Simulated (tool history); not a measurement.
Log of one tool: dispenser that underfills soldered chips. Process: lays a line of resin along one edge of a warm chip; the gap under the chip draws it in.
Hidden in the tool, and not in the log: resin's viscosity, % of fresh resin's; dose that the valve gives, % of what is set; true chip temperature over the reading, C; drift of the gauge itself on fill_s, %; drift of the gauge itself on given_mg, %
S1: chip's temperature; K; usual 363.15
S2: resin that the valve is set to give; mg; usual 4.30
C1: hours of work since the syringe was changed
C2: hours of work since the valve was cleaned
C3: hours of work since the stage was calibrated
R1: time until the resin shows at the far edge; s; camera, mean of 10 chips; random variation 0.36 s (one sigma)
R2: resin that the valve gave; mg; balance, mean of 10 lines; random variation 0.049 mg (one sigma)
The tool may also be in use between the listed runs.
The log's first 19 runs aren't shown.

run	day	S1	S2	C1	C2	C3	R1	R2
# day 2.842: new syringe of resin
20	2.938	364.15	5.46	2	65	60	19.9	5.15
21	3.017	371.15	5.37	3	66	61	16.2	5.08
22	3.121	353.15	4.93	5	68	63	38.6	4.61
23	3.229	353.15	4.93	7	70	65	42.5	4.60
24	3.367	353.15	4.93	9	72	68	46.6	4.64
# day 3.392: new syringe of resin
25	3.512	365.15	4.38	2	75	70	20.4	3.98
26	3.675	361.15	4.77	5	78	73	26.9	4.50
27	3.779	368.15	4.90	7	80	75	21.6	4.57
# day 3.938: new syringe of resin
28	3.954	368.15	4.90	0	83	78	16.0	4.58
29	4.092	367.15	4.39	3	85	80	19.4	4.08
30	4.246	367.15	5.03	6	88	83	21.6	4.67
31	4.333	370.15	3.91	7	89	85	21.6	3.55
32	4.438	364.15	3.86	9	91	87	29.8	3.51
# day 4.496: new syringe of resin
33	4.533	350.15	4.06	1	93	88	38.2	3.73
34	4.617	368.15	4.00	2	94	90	18.3	3.67
35	4.779	363.15	5.27	5	97	93	24.7	4.83
36	4.917	350.15	5.21	8	100	95	48.2	4.80

Forecast each of these 3 alternatives for the next run:
# day 5.042: new syringe of resin
A	5.071	353.15	4.86	0	102	98	?	?
# day 5.042: new syringe of resin
B	5.071	350.15	4.17	0	102	98	?	?
# day 5.042: new syringe of resin
C	5.071	363.15	5.34	0	102	98	?	?

run	R1	R2
A	31.8	4.48
B	36.7	3.83
C	19.7	4.81
Without the tool's hidden state the same runs would have given:
run	R1	R2
A	30.8	4.89
B	35.1	4.19
C	19.2	5.27

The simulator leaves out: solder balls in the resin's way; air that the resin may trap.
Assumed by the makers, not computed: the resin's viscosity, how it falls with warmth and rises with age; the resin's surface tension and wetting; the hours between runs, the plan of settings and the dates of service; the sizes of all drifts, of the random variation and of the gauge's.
